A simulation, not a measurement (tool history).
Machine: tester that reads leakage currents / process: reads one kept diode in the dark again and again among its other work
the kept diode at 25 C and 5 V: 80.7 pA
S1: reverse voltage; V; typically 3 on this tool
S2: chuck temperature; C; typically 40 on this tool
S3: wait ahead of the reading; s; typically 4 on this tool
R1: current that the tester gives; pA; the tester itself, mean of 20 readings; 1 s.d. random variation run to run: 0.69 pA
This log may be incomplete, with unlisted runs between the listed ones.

run,hour,S1,S2,S3,R1
1,0,3,40,4,211.19
2,239.3,3,40,1.57,210.4
# hour 345: probe card cleaned and baked
3,353.8,3,40,1.57,207.72
# hour 394.2: chuck's temperature calibrated
4,538,4.09,40,1.57,260.05
5,731.4,4.09,40,1.57,259.73
6,964,4.09,40,1.57,259.57
7,1102.4,3,44,4,306.96
8,1323.1,3,40,4,220.6
9,1460.8,3,40,4,218.94
10,1630.5,3,40,4,219.1
11,1790.4,1.33,28,2.39,52
# hour 1814.8: tester calibrated
12,2015.7,1.33,28,2.39,51.52
13,2164.6,9.27,40,0.44,374.65
14,2328.9,9.66,25,4,104.82
15,2580.5,3,33,9.92,117.89

Run 16, settings as shown, results not yet in. Your forecast:
16,2776.7,3,33,9.92,?

Run 16 measured R1 116.89 pA.
The same run, on a tool lacking any hidden state, would have yielded R1 127.52 pA.
